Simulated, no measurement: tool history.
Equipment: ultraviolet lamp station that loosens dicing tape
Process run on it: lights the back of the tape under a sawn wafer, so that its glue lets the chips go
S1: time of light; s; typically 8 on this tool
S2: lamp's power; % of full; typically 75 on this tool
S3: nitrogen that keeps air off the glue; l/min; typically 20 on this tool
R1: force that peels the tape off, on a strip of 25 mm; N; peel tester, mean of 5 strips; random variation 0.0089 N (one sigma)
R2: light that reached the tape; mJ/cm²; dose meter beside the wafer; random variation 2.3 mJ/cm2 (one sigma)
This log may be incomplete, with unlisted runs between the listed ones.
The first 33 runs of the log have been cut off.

run,hour,S1,S2,S3,R1,R2
34,1598.9,5,79,20,1.345,90
# hour 1609.2: window cleaned of glue's vapour
35,1645.4,5,79,20,1.175,103
36,1677.0,6,79,7,1.467,116
37,1744.6,7,60,20,1.090,104
38,1814.1,7,60,20,1.203,101
39,1852.4,7,60,20,1.177,99
40,1885.1,7,60,20,1.216,101
41,1939.5,14,71,20,0.395,218
42,1990.0,14,71,20,0.407,214
43,2029.8,8,75,17,0.971,124
# hour 2097.6: lamp changed
44,2098.5,7,75,23,0.510,181

3 options for the next run, each taken on its own from the tool as it stands now. Forecast them:
A,2149.5,7,81,24,?,?
B,2149.5,4,75,20,?,?
C,2149.5,8,75,9,?,?

run,R1,R2
A,0.432,188
B,1.147,99
C,0.774,197
What these runs would have given with no unlogged condition in the tool:
run,R1,R2
A,0.343,213
B,1.011,112
C,0.652,223
